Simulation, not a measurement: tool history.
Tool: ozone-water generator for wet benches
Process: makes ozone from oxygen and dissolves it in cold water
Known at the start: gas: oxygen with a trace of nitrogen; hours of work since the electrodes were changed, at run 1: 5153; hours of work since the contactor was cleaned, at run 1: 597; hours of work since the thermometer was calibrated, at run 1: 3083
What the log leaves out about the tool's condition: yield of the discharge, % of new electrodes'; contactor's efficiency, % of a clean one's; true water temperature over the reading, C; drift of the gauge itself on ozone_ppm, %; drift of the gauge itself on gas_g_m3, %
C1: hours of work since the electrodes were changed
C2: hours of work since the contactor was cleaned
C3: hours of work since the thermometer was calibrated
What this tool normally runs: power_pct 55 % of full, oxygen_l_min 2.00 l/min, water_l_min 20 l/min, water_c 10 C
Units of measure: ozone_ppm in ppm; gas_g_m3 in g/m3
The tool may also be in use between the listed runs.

Run 1, day 0.000: usual settings; C1 5153; C2 597; C3 3083. Result: ozone_ppm 7.9 ppm, gas_g_m3 168.2 g/m3.
At day 7.046: water thermometer calibrated.
Run 2, day 7.371: usual settings but water_l_min 23 l/min; C1 5321; C2 765; C3 8. Result: ozone_ppm 6.8 ppm, gas_g_m3 168.7 g/m3.
Run 3, day 14.692: usual settings but oxygen_l_min 3.38 l/min; C1 5489; C2 933; C3 175. Result: ozone_ppm 8.5 ppm, gas_g_m3 123.7 g/m3.
Run 4, day 21.454: usual settings but power_pct 66 % of full, oxygen_l_min 3.38 l/min; C1 5645; C2 1088; C3 331. Result: ozone_ppm 9.4 ppm, gas_g_m3 140.7 g/m3.
Run 5, day 27.050: usual settings but power_pct 66 % of full, oxygen_l_min 3.38 l/min; C1 5773; C2 1217; C3 459. Result: ozone_ppm 9.6 ppm, gas_g_m3 139.3 g/m3.
Run 6, day 33.721: usual settings but oxygen_l_min 1.11 l/min; C1 5926; C2 1370; C3 612. Result: ozone_ppm 6.5 ppm, gas_g_m3 236.4 g/m3.
Run 7, day 38.304: usual settings but power_pct 84 % of full; C1 6031; C2 1475; C3 717. Result: ozone_ppm 10.5 ppm, gas_g_m3 222.6 g/m3.
Run 8, day 43.908: usual settings but power_pct 84 % of full; C1 6160; C2 1604; C3 846. Result: ozone_ppm 10.0 ppm, gas_g_m3 218.8 g/m3.
Run 9, day 50.871: usual settings; C1 6319; C2 1763; C3 1006. Result: ozone_ppm 7.7 ppm, gas_g_m3 163.5 g/m3.
Run 10, day 57.050: usual settings; C1 6461; C2 1905; C3 1147. Result: ozone_ppm 7.7 ppm, gas_g_m3 162.6 g/m3.
Run 11, day 62.579: usual settings; C1 6588; C2 2032; C3 1274. Result: ozone_ppm 7.6 ppm, gas_g_m3 163.4 g/m3.
Run 12, day 67.483: usual settings but power_pct 90 % of full; C1 6701; C2 2145; C3 1387. Result: ozone_ppm 10.4 ppm, gas_g_m3 227.7 g/m3.
Run 13, day 74.046: usual settings but water_c 8 C; C1 6851; C2 2295; C3 1537. Result: ozone_ppm 7.7 ppm, gas_g_m3 161.9 g/m3.
Run 14, day 80.796: usual settings but water_l_min 31 l/min, water_c 9 C; C1 7006; C2 2450; C3 1692. Result: ozone_ppm 4.7 ppm, gas_g_m3 161.5 g/m3.
Run 15, day 87.733: usual settings but power_pct 40 % of full, oxygen_l_min 2.23 l/min, water_l_min 18 l/min, water_c 9 C; C1 7165; C2 2609; C3 1851. Result: ozone_ppm 7.0 ppm, gas_g_m3 121.8 g/m3.
Run 16, day 94.971: usual settings but power_pct 84 % of full, oxygen_l_min 2.23 l/min, water_l_min 18 l/min, water_c 9 C; C1 7331; C2 2775; C3 2017. Result: ozone_ppm 11.3 ppm, gas_g_m3 200.0 g/m3.
Run 17, day 101.388: usual settings but water_l_min 17 l/min; C1 7478; C2 2922; C3 2165. Result: ozone_ppm 8.6 ppm, gas_g_m3 158.8 g/m3.
Run 18, day 105.854: usual settings but power_pct 51 % of full, oxygen_l_min 1.14 l/min, water_l_min 19 l/min, water_c 5 C; C1 7581; C2 3025; C3 2267. Result: ozone_ppm 6.7 ppm, gas_g_m3 213.5 g/m3.
Run 19, day 112.829: usual settings but power_pct 51 % of full, oxygen_l_min 1.14 l/min, water_l_min 19 l/min, water_c 5 C; C1 7741; C2 3185; C3 2427. Result: ozone_ppm 6.5 ppm, gas_g_m3 209.1 g/m3.
Run 20, day 120.154: usual settings but power_pct 51 % of full, oxygen_l_min 1.14 l/min, water_l_min 19 l/min, water_c 5 C; C1 7909; C2 3353; C3 2595. Result: ozone_ppm 6.5 ppm, gas_g_m3 208.3 g/m3.
Run 21, day 126.396: usual settings but power_pct 51 % of full, oxygen_l_min 1.14 l/min, water_l_min 19 l/min, water_c 5 C; C1 8052; C2 3496; C3 2738. Result: ozone_ppm 6.2 ppm, gas_g_m3 208.7 g/m3.
Run 22, day 133.771: usual settings but power_pct 48 % of full, oxygen_l_min 2.15 l/min, water_l_min 16 l/min, water_c 11 C; C1 8221; C2 3665; C3 2908. Result: ozone_ppm 8.3 ppm, gas_g_m3 137.9 g/m3.
Run 23, day 141.042: usual settings but power_pct 85 % of full, oxygen_l_min 1.29 l/min, water_l_min 15 l/min, water_c 11 C; C1 8388; C2 3832; C3 3074. Result: ozone_ppm 11.5 ppm, gas_g_m3 269.0 g/m3.

What if the next run were any one of these 4? Each begins from the tool's condition after run 23:
Run A, day 147.271: usual settings but power_pct 47 % of full, oxygen_l_min 1.73 l/min, water_l_min 25 l/min; C1 8531; C2 3975; C3 3217. Result: ozone_ppm ?, gas_g_m3 ?.
Run B, day 147.271: usual settings but power_pct 54 % of full, water_l_min 12 l/min; C1 8531; C2 3975; C3 3217. Result: ozone_ppm ?, gas_g_m3 ?.
Run C, day 147.271: usual settings but power_pct 85 % of full, oxygen_l_min 2.59 l/min, water_l_min 15 l/min, water_c 16 C; C1 8531; C2 3975; C3 3217. Result: ozone_ppm ?, gas_g_m3 ?.
Run D, day 147.271: usual settings but power_pct 41 % of full, oxygen_l_min 1.88 l/min, water_l_min 26 l/min, water_c 11 C; C1 8531; C2 3975; C3 3217. Result: ozone_ppm ?, gas_g_m3 ?.

run  ozone_ppm  gas_g_m3
  A        4.8     154.6
  B       11.5     154.1
  C       12.3     177.5
  D        4.3     133.2
Without the tool's hidden state the same runs would have given:
run  ozone_ppm  gas_g_m3
  A        5.9     183.3
  B       14.3     187.3
  C       16.6     234.0
  D        5.1     154.1

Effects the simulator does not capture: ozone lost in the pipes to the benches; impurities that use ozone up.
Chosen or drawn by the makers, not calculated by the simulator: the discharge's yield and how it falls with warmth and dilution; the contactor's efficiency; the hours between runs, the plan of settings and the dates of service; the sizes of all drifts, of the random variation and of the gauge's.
